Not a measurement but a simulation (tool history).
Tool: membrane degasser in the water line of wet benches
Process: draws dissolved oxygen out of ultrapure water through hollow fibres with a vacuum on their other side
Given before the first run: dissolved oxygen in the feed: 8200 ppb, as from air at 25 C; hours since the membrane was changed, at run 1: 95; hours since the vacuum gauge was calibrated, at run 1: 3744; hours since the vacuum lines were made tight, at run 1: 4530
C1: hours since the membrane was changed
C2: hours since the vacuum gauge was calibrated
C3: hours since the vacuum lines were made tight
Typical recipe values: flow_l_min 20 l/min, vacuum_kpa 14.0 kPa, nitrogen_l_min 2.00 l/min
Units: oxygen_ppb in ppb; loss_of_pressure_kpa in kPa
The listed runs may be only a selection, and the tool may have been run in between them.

{"run": 1, "hour": 0.0, "flow_l_min": 20, "vacuum_kpa": 14.0, "nitrogen_l_min": 2.0, "C1": 95, "C2": 3744, "C3": 4530, "oxygen_ppb": 254.8, "loss_of_pressure_kpa": 44.92}
{"run": 2, "hour": 27.8, "flow_l_min": 20, "vacuum_kpa": 14.0, "nitrogen_l_min": 2.0, "C1": 123, "C2": 3772, "C3": 4558, "oxygen_ppb": 252.9, "loss_of_pressure_kpa": 45.44}
{"run": 3, "hour": 58.5, "flow_l_min": 20, "vacuum_kpa": 14.0, "nitrogen_l_min": 0.96, "C1": 154, "C2": 3802, "C3": 4589, "oxygen_ppb": 477.4, "loss_of_pressure_kpa": 45.24}
{"run": 4, "hour": 99.6, "flow_l_min": 20, "vacuum_kpa": 14.0, "nitrogen_l_min": 2.0, "C1": 195, "C2": 3843, "C3": 4630, "oxygen_ppb": 254.9, "loss_of_pressure_kpa": 44.82}
{"run": 5, "hour": 126.7, "flow_l_min": 20, "vacuum_kpa": 14.0, "nitrogen_l_min": 2.0, "C1": 222, "C2": 3870, "C3": 4657, "oxygen_ppb": 249.4, "loss_of_pressure_kpa": 44.75}
{"run": 6, "hour": 167.6, "flow_l_min": 20, "vacuum_kpa": 14.0, "nitrogen_l_min": 2.0, "C1": 263, "C2": 3911, "C3": 4698, "oxygen_ppb": 254.3, "loss_of_pressure_kpa": 44.88}
{"run": 7, "hour": 198.7, "flow_l_min": 20, "vacuum_kpa": 14.0, "nitrogen_l_min": 2.0, "C1": 294, "C2": 3942, "C3": 4729, "oxygen_ppb": 247.7, "loss_of_pressure_kpa": 44.89}
{"run": 8, "hour": 223.4, "flow_l_min": 16, "vacuum_kpa": 14.2, "nitrogen_l_min": 2.0, "C1": 319, "C2": 3967, "C3": 4753, "oxygen_ppb": 207.7, "loss_of_pressure_kpa": 35.86}
{"run": 9, "hour": 266.9, "flow_l_min": 16, "vacuum_kpa": 14.2, "nitrogen_l_min": 2.0, "C1": 362, "C2": 4011, "C3": 4797, "oxygen_ppb": 208.9, "loss_of_pressure_kpa": 35.85}
{"run": 10, "hour": 307.8, "flow_l_min": 16, "vacuum_kpa": 14.2, "nitrogen_l_min": 2.0, "C1": 403, "C2": 4052, "C3": 4838, "oxygen_ppb": 207.3, "loss_of_pressure_kpa": 35.84}

Branching from run 10: 3 alternative next runs. What would each branch give?
{"run": "A", "hour": 332.7, "flow_l_min": 20, "vacuum_kpa": 14.0, "nitrogen_l_min": 2.4, "C1": 428, "C2": 4077, "C3": 4863, "oxygen_ppb": "?", "loss_of_pressure_kpa": "?"}
{"run": "B", "hour": 332.7, "flow_l_min": 16, "vacuum_kpa": 14.2, "nitrogen_l_min": 3.47, "C1": 428, "C2": 4077, "C3": 4863, "oxygen_ppb": "?", "loss_of_pressure_kpa": "?"}
{"run": "C", "hour": 332.7, "flow_l_min": 16, "vacuum_kpa": 14.2, "nitrogen_l_min": 2.67, "C1": 428, "C2": 4077, "C3": 4863, "oxygen_ppb": "?", "loss_of_pressure_kpa": "?"}

run=A oxygen_ppb=207.3 loss_of_pressure_kpa=44.79
run=B oxygen_ppb=123.6 loss_of_pressure_kpa=35.81
run=C oxygen_ppb=159.0 loss_of_pressure_kpa=36.00
Without the tool's unlogged condition, the same runs would have read:
run=A oxygen_ppb=206.8 loss_of_pressure_kpa=45.28
run=B oxygen_ppb=123.2 loss_of_pressure_kpa=36.20
run=C oxygen_ppb=158.6 loss_of_pressure_kpa=36.39
